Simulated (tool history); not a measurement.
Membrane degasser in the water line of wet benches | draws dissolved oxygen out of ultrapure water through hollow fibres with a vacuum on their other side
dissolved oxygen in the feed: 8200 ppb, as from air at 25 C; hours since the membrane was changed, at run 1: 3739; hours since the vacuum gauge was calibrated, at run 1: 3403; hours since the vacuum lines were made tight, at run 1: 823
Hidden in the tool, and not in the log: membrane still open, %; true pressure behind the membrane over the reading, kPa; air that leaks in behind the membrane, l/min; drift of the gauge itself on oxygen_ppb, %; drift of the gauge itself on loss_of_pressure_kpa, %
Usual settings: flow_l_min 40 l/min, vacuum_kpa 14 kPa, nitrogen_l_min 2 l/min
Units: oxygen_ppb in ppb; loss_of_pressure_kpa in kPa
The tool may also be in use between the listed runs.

run    hour  flow_l_min  vacuum_kpa  nitrogen_l_min  hours since the membrane was changed  hours since the vacuum gauge was calibrated  hours since the vacuum lines were made tight  oxygen_ppb  loss_of_pressure_kpa
  1       0          40          14               2                                  3739                                         3403                                           823       605.1                 27.35
  2     102          40          14               2                                  3841                                         3505                                           925       594.9                 27.71
  3   222.6          40          14               2                                  3962                                         3626                                          1046       601.8                 27.57
  4   325.2          40          14               2                                  4064                                         3729                                          1149       609.9                 27.86
  5   428.5          40          14               2                                  4168                                         3832                                          1252       605.6                 27.81
  6   534.2          40        22.1               2                                  4273                                         3938                                          1358       905.3                 27.67
  7   646.8          40        22.1               2                                  4386                                         4050                                          1470       921.9                 27.55
  8   738.2          40          14               2                                  4477                                         4142                                          1562       608.9                 27.74
  9   814.7          40          14               2                                  4554                                         4218                                          1638       605.5                 27.86
 10   910.5          40          14               2                                  4650                                         4314                                          1734       606.2                 27.79
     1013.9  -- vacuum gauge calibrated
 11    1030          28          14               2                                  4769                                           16                                          1853       410.5                 19.42
 12  1088.9          40         9.1               2                                  4828                                           75                                          1912       402.5                 28.15
 13  1195.9          40         9.1               2                                  4935                                          182                                          2019       400.4                 28.03
 14  1321.3          40          14            2.21                                  5060                                          307                                          2144       562.9                 27.77
 15    1440          40          14            2.21                                  5179                                          426                                          2263         559                 27.96
 16  1583.1          40          14               2                                  5322                                          569                                          2406       601.2                 27.68
 17  1644.8          40          14            1.14                                  5384                                          631                                          2468       869.7                 28.27
 18    1736          40        34.9            1.14                                  5475                                          722                                          2559      1932.4                 27.66
 19  1810.7          40        34.9            1.14                                  5549                                          797                                          2634      1926.4                 28.19
 20  1896.1          45        13.1             1.4                                  5635                                          882                                          2719       778.4                 31.46
 21    2039          30        34.4            1.03                                  5778                                         1025                                          2862      1704.7                 21.31
 22  2101.4          30        34.4            1.03                                  5840                                         1087                                          2924      1694.9                 21.32
 23    2199          44          14            1.77                                  5938                                         1185                                          3022       731.8                 31.29
 24  2282.1          44          14            1.77                                  6021                                         1268                                          3105       715.6                 30.91
 25    2343          34        13.4             2.4                                  6082                                         1329                                          3166       444.5                  23.8
 26  2412.5          26        23.4            0.82                                  6151                                         1399                                          3235      1222.9                  18.4
 27  2547.2          40        30.8            1.06                                  6286                                         1533                                          3370      1837.4                  28.4
 28    2684          27          14            1.57                                  6423                                         1670                                          3507       489.8                 19.21
 29  2809.9          47        12.1            1.93                                  6549                                         1796                                          3633       646.8                 33.49
 30  2909.4          54         9.4            0.93                                  6648                                         1895                                          3732       855.3                  38.4
     2924.4  -- seals of the vacuum lines changed
 31  3047.3          43          14             4.7                                  6784                                         2031                                           123       411.2                 30.57
 32  3169.1          40          14               2                                  6906                                         2153                                           245       619.9                 28.58
 33  3282.9          40          14               2                                  7020                                         2267                                           358       614.4                 28.78

Some steps in oxygen_ppb between neighbouring runs. How much of each would the tool show without its hidden state too (settings, what came in, random variation), and how much is left for the hidden state, with any gauge scatter that isn't in both results?
Run 10 -> 11: flow_l_min 40 -> 28, vacuum gauge calibrated. oxygen_ppb -195.7 ppb: hidden state -21.7, all else -174.
Run 17 -> 18: vacuum_kpa 14 -> 34.9. oxygen_ppb +1062.7 ppb: hidden state -4.7, all else +1067.4.
Run 19 -> 20: flow_l_min 40 -> 45, vacuum_kpa 34.9 -> 13.1, nitrogen_l_min 1.14 -> 1.4. oxygen_ppb -1148 ppb: hidden state +11.1, all else -1159.1.
Run 27 -> 28: flow_l_min 40 -> 27, vacuum_kpa 30.8 -> 14, nitrogen_l_min 1.06 -> 1.57. oxygen_ppb -1347.6 ppb: hidden state -6.3, all else -1341.3.
Run 28 -> 29: flow_l_min 27 -> 47, vacuum_kpa 14 -> 12.1, nitrogen_l_min 1.57 -> 1.93. oxygen_ppb +157 ppb: hidden state +24.9, all else +132.1.
Run 30 -> 31: flow_l_min 54 -> 43, vacuum_kpa 9.4 -> 14, nitrogen_l_min 0.93 -> 4.7, seals of the vacuum lines changed. oxygen_ppb -444.1 ppb: hidden state -16.2, all else -427.9.

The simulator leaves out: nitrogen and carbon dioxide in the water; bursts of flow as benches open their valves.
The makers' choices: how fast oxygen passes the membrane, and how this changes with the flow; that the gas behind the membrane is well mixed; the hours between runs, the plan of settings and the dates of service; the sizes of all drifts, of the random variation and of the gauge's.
